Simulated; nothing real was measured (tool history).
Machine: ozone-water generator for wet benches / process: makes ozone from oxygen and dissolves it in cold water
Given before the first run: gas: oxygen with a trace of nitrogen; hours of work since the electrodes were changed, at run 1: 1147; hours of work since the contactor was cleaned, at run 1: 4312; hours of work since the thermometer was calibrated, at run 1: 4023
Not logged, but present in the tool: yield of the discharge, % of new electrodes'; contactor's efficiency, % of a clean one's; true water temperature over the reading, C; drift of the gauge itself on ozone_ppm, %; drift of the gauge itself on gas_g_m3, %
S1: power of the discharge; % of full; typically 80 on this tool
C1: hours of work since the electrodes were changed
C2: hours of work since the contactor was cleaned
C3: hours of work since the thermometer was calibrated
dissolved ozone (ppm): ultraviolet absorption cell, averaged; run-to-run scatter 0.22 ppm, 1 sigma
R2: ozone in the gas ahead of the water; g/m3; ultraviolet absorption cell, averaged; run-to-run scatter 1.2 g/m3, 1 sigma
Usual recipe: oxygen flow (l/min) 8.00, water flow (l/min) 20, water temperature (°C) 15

run 1 hour=0.0 | S1=80 oxygen_flow_(l/min)=8.00 water_flow_(l/min)=20 water_temperature_(°C)=15 | C1=1147 C2=4312 C3=4023 | dissolved_ozone_(ppm)=30.5 R2=224.9
run 2 hour=69.5 | S1=80 oxygen_flow_(l/min)=8.00 water_flow_(l/min)=20 water_temperature_(°C)=15 | C1=1191 C2=4357 C3=4067 | dissolved_ozone_(ppm)=30.3 R2=223.7
run 3 hour=130.8 | S1=80 oxygen_flow_(l/min)=8.00 water_flow_(l/min)=20 water_temperature_(°C)=15 | C1=1230 C2=4396 C3=4106 | dissolved_ozone_(ppm)=30.7 R2=223.7
run 4 hour=185.5 | S1=80 oxygen_flow_(l/min)=8.00 water_flow_(l/min)=20 water_temperature_(°C)=15 | C1=1265 C2=4431 C3=4141 | dissolved_ozone_(ppm)=30.2 R2=223.5
run 5 hour=240.7 | S1=80 oxygen_flow_(l/min)=8.00 water_flow_(l/min)=17 water_temperature_(°C)=15 | C1=1300 C2=4466 C3=4176 | dissolved_ozone_(ppm)=33.6 R2=223.8
run 6 hour=350.5 | S1=70 oxygen_flow_(l/min)=8.00 water_flow_(l/min)=17 water_temperature_(°C)=15 | C1=1370 C2=4536 C3=4246 | dissolved_ozone_(ppm)=30.7 R2=205.7
run 7 hour=458.1 | S1=70 oxygen_flow_(l/min)=8.00 water_flow_(l/min)=17 water_temperature_(°C)=15 | C1=1439 C2=4604 C3=4314 | dissolved_ozone_(ppm)=31.0 R2=204.3
run 8 hour=568.0 | S1=70 oxygen_flow_(l/min)=8.00 water_flow_(l/min)=17 water_temperature_(°C)=15 | C1=1509 C2=4674 C3=4385 | dissolved_ozone_(ppm)=30.9 R2=207.1
run 9 hour=633.2 | S1=70 oxygen_flow_(l/min)=8.00 water_flow_(l/min)=17 water_temperature_(°C)=15 | C1=1550 C2=4716 C3=4426 | dissolved_ozone_(ppm)=30.9 R2=203.4
run 10 hour=735.0 | S1=80 oxygen_flow_(l/min)=8.00 water_flow_(l/min)=24 water_temperature_(°C)=15 | C1=1615 C2=4781 C3=4491 | dissolved_ozone_(ppm)=26.6 R2=221.0
run 11 hour=814.1 | S1=80 oxygen_flow_(l/min)=8.00 water_flow_(l/min)=20 water_temperature_(°C)=15 | C1=1665 C2=4831 C3=4541 | dissolved_ozone_(ppm)=29.7 R2=221.8
run 12 hour=914.9 | S1=80 oxygen_flow_(l/min)=8.00 water_flow_(l/min)=20 water_temperature_(°C)=15 | C1=1730 C2=4895 C3=4606 | dissolved_ozone_(ppm)=30.0 R2=219.4
run 13 hour=999.4 | S1=80 oxygen_flow_(l/min)=8.00 water_flow_(l/min)=29 water_temperature_(°C)=15 | C1=1784 C2=4949 C3=4659 | dissolved_ozone_(ppm)=22.8 R2=218.8
run 14 hour=1080.0 | S1=80 oxygen_flow_(l/min)=8.00 water_flow_(l/min)=29 water_temperature_(°C)=15 | C1=1835 C2=5001 C3=4711 | dissolved_ozone_(ppm)=22.8 R2=219.8
run 15 hour=1156.8 | S1=80 oxygen_flow_(l/min)=8.00 water_flow_(l/min)=29 water_temperature_(°C)=15 | C1=1884 C2=5050 C3=4760 | dissolved_ozone_(ppm)=22.7 R2=219.8
-- hour=1162.7 water thermometer calibrated
run 16 hour=1202.8 | S1=83 oxygen_flow_(l/min)=7.87 water_flow_(l/min)=13 water_temperature_(°C)=13 | C1=1913 C2=5079 C3=25 | dissolved_ozone_(ppm)=41.4 R2=224.8
run 17 hour=1263.8 | S1=83 oxygen_flow_(l/min)=7.87 water_flow_(l/min)=13 water_temperature_(°C)=13 | C1=1952 C2=5117 C3=64 | dissolved_ozone_(ppm)=41.7 R2=225.4
-- hour=1335.1 water thermometer calibrated, once more
run 18 hour=1364.1 | S1=83 oxygen_flow_(l/min)=7.87 water_flow_(l/min)=13 water_temperature_(°C)=13 | C1=2015 C2=5181 C3=18 | dissolved_ozone_(ppm)=41.2 R2=225.7
run 19 hour=1420.3 | S1=53 oxygen_flow_(l/min)=5.71 water_flow_(l/min)=24 water_temperature_(°C)=13 | C1=2051 C2=5217 C3=54 | dissolved_ozone_(ppm)=21.1 R2=210.1
run 20 hour=1467.4 | S1=53 oxygen_flow_(l/min)=5.71 water_flow_(l/min)=24 water_temperature_(°C)=13 | C1=2081 C2=5247 C3=84 | dissolved_ozone_(ppm)=21.2 R2=208.9
run 21 hour=1541.7 | S1=53 oxygen_flow_(l/min)=5.73 water_flow_(l/min)=24 water_temperature_(°C)=13 | C1=2129 C2=5294 C3=132 | dissolved_ozone_(ppm)=21.4 R2=208.7
run 22 hour=1618.8 | S1=53 oxygen_flow_(l/min)=5.73 water_flow_(l/min)=24 water_temperature_(°C)=13 | C1=2178 C2=5343 C3=181 | dissolved_ozone_(ppm)=21.4 R2=209.2
run 23 hour=1673.9 | S1=80 oxygen_flow_(l/min)=8.00 water_flow_(l/min)=31 water_temperature_(°C)=16 | C1=2213 C2=5378 C3=216 | dissolved_ozone_(ppm)=21.3 R2=218.1
run 24 hour=1787.4 | S1=76 oxygen_flow_(l/min)=8.00 water_flow_(l/min)=25 water_temperature_(°C)=16 | C1=2285 C2=5451 C3=288 | dissolved_ozone_(ppm)=24.2 R2=211.0
run 25 hour=1857.3 | S1=47 oxygen_flow_(l/min)=13.55 water_flow_(l/min)=20 water_temperature_(°C)=11 | C1=2330 C2=5495 C3=333 | dissolved_ozone_(ppm)=21.1 R2=116.4
run 26 hour=1924.7 | S1=47 oxygen_flow_(l/min)=13.55 water_flow_(l/min)=20 water_temperature_(°C)=11 | C1=2373 C2=5538 C3=376 | dissolved_ozone_(ppm)=20.8 R2=115.6
run 27 hour=1975.6 | S1=47 oxygen_flow_(l/min)=10.92 water_flow_(l/min)=20 water_temperature_(°C)=11 | C1=2405 C2=5571 C3=408 | dissolved_ozone_(ppm)=21.9 R2=131.0

Alternative continuations, all from the tool just after run 27; predict every row:
run A hour=2048.6 | S1=94 oxygen_flow_(l/min)=10.92 water_flow_(l/min)=20 water_temperature_(°C)=8 | C1=2452 C2=5617 C3=455 | dissolved_ozone_(ppm)=? R2=?
run B hour=2048.6 | S1=90 oxygen_flow_(l/min)=8.00 water_flow_(l/min)=14 water_temperature_(°C)=15 | C1=2452 C2=5617 C3=455 | dissolved_ozone_(ppm)=? R2=?
run C hour=2048.6 | S1=47 oxygen_flow_(l/min)=10.92 water_flow_(l/min)=16 water_temperature_(°C)=11 | C1=2452 C2=5617 C3=455 | dissolved_ozone_(ppm)=? R2=?

run=A dissolved_ozone_(ppm)=34.6 R2=198.0
run=B dissolved_ozone_(ppm)=39.6 R2=231.7
run=C dissolved_ozone_(ppm)=25.3 R2=131.8
Without the tool's unlogged condition, the same runs would have read:
run=A dissolved_ozone_(ppm)=37.7 R2=209.8
run=B dissolved_ozone_(ppm)=43.0 R2=245.2
run=C dissolved_ozone_(ppm)=27.0 R2=136.9

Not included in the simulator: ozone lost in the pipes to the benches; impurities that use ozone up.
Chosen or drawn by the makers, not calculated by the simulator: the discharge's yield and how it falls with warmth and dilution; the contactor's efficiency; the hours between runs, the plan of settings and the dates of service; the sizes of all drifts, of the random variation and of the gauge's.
